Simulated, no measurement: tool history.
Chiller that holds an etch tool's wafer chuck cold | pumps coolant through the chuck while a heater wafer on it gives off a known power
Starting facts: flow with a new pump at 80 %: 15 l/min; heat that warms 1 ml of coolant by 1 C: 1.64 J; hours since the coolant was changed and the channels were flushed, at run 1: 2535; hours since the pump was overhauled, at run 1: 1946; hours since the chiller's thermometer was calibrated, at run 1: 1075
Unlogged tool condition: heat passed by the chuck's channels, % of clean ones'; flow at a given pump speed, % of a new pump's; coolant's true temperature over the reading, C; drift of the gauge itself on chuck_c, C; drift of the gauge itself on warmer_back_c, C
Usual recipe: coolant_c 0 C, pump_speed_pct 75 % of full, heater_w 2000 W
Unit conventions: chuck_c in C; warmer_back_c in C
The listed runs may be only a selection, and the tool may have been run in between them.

| run | hour | coolant_c | pump_speed_pct | heater_w | hours since the coolant was changed and the channels were flushed | hours since the pump was overhauled | hours since the chiller's thermometer was calibrated | chuck_c | warmer_back_c |
|---|---|---|---|---|---|---|---|---|---|
| 1 | 0 | 0 | 75 | 2000 | 2535 | 1946 | 1075 | 23.9 | 5.5 |
| 2 | 105.5 | 0 | 75 | 2000 | 2640 | 2052 | 1181 | 23.7 | 5.51 |
| 3 | 169.2 | 0 | 75 | 2000 | 2704 | 2115 | 1245 | 23.9 | 5.5 |
| 4 | 269.4 | 0 | 75 | 2000 | 2804 | 2215 | 1345 | 24 | 5.49 |
| 5 | 354.7 | 0 | 75 | 1977 | 2889 | 2301 | 1430 | 23.9 | 5.5 |
| 6 | 447.9 | 0 | 75 | 1977 | 2983 | 2394 | 1523 | 23.9 | 5.43 |
| 7 | 527.5 | 0 | 75 | 1977 | 3062 | 2474 | 1603 | 24.1 | 5.48 |
| 8 | 613.6 | 0 | 75 | 2000 | 3148 | 2560 | 1689 | 24.6 | 5.54 |
| 9 | 695.4 | 0 | 75 | 2000 | 3230 | 2641 | 1771 | 24.8 | 5.56 |
| 10 | 748 | 0 | 75 | 2000 | 3283 | 2694 | 1823 | 24.7 | 5.58 |
| 11 | 845.9 | 0 | 75 | 2000 | 3381 | 2792 | 1921 | 24.9 | 5.49 |
| 12 | 947.7 | 0 | 75 | 2000 | 3482 | 2894 | 2023 | 25.2 | 5.6 |
| 13 | 1004.3 | 0 | 75 | 1677 | 3539 | 2950 | 2080 | 21.2 | 4.7 |
| 14 | 1074 | 0 | 75 | 1256 | 3609 | 3020 | 2149 | 16.1 | 3.49 |
| 15 | 1119.4 | 0 | 75 | 1256 | 3654 | 3065 | 2195 | 16 | 3.53 |
| 16 | 1224.1 | 7 | 75 | 1256 | 3759 | 3170 | 2300 | 23.1 | 3.43 |
| 17 | 1287.5 | 7 | 75 | 1256 | 3822 | 3234 | 2363 | 23 | 3.5 |
|  | 1338 | coolant changed, channels flushed |
| 18 | 1355.3 | -9 | 92 | 2000 | 17 | 3295 | 2425 | 10 | 4.58 |
| 19 | 1441.2 | 4 | 80 | 2000 | 103 | 3381 | 2511 | 25.4 | 5.29 |
| 20 | 1525 | 7 | 60 | 2000 | 187 | 3465 | 2594 | 33.8 | 7.19 |
| 21 | 1628.6 | 0 | 67 | 2031 | 291 | 3569 | 2698 | 25.3 | 6.48 |
| 22 | 1713.1 | 2 | 75 | 2694 | 375 | 3653 | 2783 | 32.6 | 7.7 |
| 23 | 1785.1 | 2 | 75 | 2694 | 447 | 3725 | 2855 | 32.7 | 7.69 |
| 24 | 1852 | -9 | 75 | 1002 | 514 | 3792 | 2921 | 2.5 | 2.88 |

Expected results for the next run?
| 25 | 1926.6 | -9 | 75 | 1002 | 589 | 3867 | 2996 | ? | ? |

{"run 25": {"chuck_c": 2.8, "warmer_back_c": 2.84}}
Had the tool carried no hidden state, the very same run would have given chuck_c 1.3 C, warmer_back_c 2.58 C.
